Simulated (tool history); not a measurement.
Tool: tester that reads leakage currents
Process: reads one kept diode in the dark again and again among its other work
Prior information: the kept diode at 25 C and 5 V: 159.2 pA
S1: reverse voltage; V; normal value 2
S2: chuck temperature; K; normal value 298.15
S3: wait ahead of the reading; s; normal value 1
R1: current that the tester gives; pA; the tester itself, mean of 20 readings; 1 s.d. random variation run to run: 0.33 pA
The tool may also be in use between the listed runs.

run	day	S1	S2	S3	R1
1	0	2	298.15	1	113.77
2	1.6	2	298.15	1	113.57
3	3.312	2	298.15	1	113.39
4	5.104	9.54	298.15	1	235.36
5	7.458	9.54	298.15	1	238.71
6	8.654	9.54	298.15	1	238.67
7	11.229	9.54	298.15	1	239.7
8	13.692	9.54	298.15	1	238.26
9	15.121	9.54	298.15	1	240.4
10	17.204	2	298.15	1	114.74
11	18.546	6.32	298.15	1	196.76
12	20.438	2	298.15	1	115.05
13	22.254	2	298.15	1	115.04
14	24.8	2	298.15	1.25	115.01
15	25.9	2	298.15	9.45	115.07
16	27.438	1.5	298.15	1	101.77
17	28.683	2	319.15	1	587.53
18	31.075	2	319.15	1	591.21
19	32.146	2	319.15	1	590.66
20	34.392	2	298.15	1	116.52
21	36.704	9.6	295.15	4.87	193.79
22	38.133	9.6	295.15	4.87	193.19
23	40.558	5.72	329.15	8.07	1910.68
24	42.971	5.72	329.15	8.07	1919.73
25	44.521	5.72	329.15	8.07	1921.61
26	45.592	1.51	298.15	1.58	102.65
27	47.904	1.16	295.15	0.41	71.91
28	50.033	1.16	295.15	0.41	72.51
29	52.212	1.16	301.15	0.41	117.64
# day 52.525: probe card cleaned and baked
30	54.696	1.16	301.15	0.41	114.05
31	57.254	1.16	301.15	0.41	114.47
32	58.525	1.42	318.15	6.72	472.53
33	60.004	1.42	318.15	6.72	471.82
34	62.029	2	297.15	1	104.16
35	63.621	7.68	298.15	0.55	209.41
36	65.642	7.68	294.15	1.69	147.31
37	67.354	7.68	294.15	1.69	147.79
38	68.883	7.68	294.15	1.69	148.25
39	70.975	2	298.15	0.44	115.19

Consider 5 possible next runs. They are alternatives, not a sequence: every one starts from the tool as it was left by run 39. What does each give?
A	73.442	7.92	298.15	0.44	?
B	73.442	3.07	298.15	0.52	?
C	73.442	2	302.15	0.9	?
D	73.442	4.28	313.15	1	?
E	73.442	5.9	299.15	1.23	?

run	R1
A	215.77
B	139.52
C	158.91
D	530.18
E	200.41
Without the tool's hidden state the same runs would have given:
run	R1
A	201.62
B	130.97
C	149.83
D	502.72
E	187.6
